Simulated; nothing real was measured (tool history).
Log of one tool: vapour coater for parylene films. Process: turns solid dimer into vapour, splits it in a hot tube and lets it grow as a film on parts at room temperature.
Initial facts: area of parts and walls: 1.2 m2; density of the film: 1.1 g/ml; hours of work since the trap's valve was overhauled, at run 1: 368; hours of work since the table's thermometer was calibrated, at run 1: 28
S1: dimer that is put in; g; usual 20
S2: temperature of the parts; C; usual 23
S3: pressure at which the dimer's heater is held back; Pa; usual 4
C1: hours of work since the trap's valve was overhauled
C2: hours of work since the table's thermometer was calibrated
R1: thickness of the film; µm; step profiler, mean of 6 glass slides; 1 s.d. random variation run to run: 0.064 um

run	hour	S1	S2	S3	C1	C2	R1
1	0	20	23	4	368	28	7.62
2	33.7	20	23	4	387	47	7.56
3	83.8	20	23	4	415	75	7.53
4	139.4	20	23	4	446	106	7.57
5	173.8	20	23	7.17	465	125	6.92
6	222.8	20	23	7.17	492	152	7.08
7	255.9	20	23	7.17	511	171	7.09
8	299.3	20	23	4	535	195	7.6
# hour 329.3: trap's valve overhauled
9	360.4	20	28	4	17	227	6.5
10	386.2	20	28	4	32	241	6.47
11	420.6	16	28	4	51	260	5.17
12	471.6	20	23	6	79	289	7.38
13	525.4	20	23	4	109	319	7.68
14	555	20	23	4	126	335	7.61
15	609.5	20	23	4	156	366	7.65
16	663.7	14	23	4	186	396	5.3
17	699.9	19	23	4	207	416	7.23
18	725.8	19	23	4	221	431	7.32
19	753.5	19	23	4	236	446	7.26
20	789.9	20	23	4	257	466	7.62
21	822.1	20	23	4	275	484	7.54
22	854.5	20	23	4	293	502	7.57
23	911.5	20	23	2.26	325	534	8.28
24	935.4	20	23	4	338	547	7.68
25	974.5	17	17	5.35	360	569	7.48
26	1015.3	22	25	2.95	382	592	8.09
27	1050.5	22	25	2.95	402	612	8.13
28	1077.9	22	23	2.95	417	627	8.75
29	1120.6	19	19	4	441	651	8.29
30	1153.9	19	19	10.21	460	669	7.22
31	1184.1	10	23	4.68	477	686	3.78
32	1228.8	20	28	7.69	502	711	5.89
33	1261.7	13	29	4.15	520	729	4.09
34	1311.3	13	29	4.15	548	757	3.99
# hour 1319.9: trap's valve overhauled
35	1351.4	31	24	4	18	777	11.58
36	1379.5	20	30	4	33	793	6.17
37	1415.6	36	32	2.78	53	813	10.74
38	1462	23	29	4	79	839	7.2
39	1504.6	24	26	3.59	103	862	8.36
40	1532.9	24	26	3.59	119	878	8.36
41	1586.3	24	26	3.59	149	908	8.37
42	1626.8	20	25	4.29	171	931	7.13
43	1669.5	9	23	3.43	195	954	3.51
44	1725.6	9	23	3.43	226	986	3.58
45	1753.4	11	18	4	242	1001	4.9
46	1808	11	18	4	272	1032	4.97
47	1840.4	11	20	4.2	290	1050	4.59

4 ways to go on from here, each from the tool as it stands after run 47. What would each give?
A	1870.6	11	19	5.95	307	1067	?
B	1870.6	23	23	3.72	307	1067	?
C	1870.6	22	23	4	307	1067	?
D	1870.6	20	22	5.88	307	1067	?

run	R1
A	4.49
B	8.97
C	8.33
D	7.51
The same runs, with their run-to-run variation unchanged, on a tool lacking any hidden condition would have given:
run	R1
A	4.5
B	8.99
C	8.35
D	7.52

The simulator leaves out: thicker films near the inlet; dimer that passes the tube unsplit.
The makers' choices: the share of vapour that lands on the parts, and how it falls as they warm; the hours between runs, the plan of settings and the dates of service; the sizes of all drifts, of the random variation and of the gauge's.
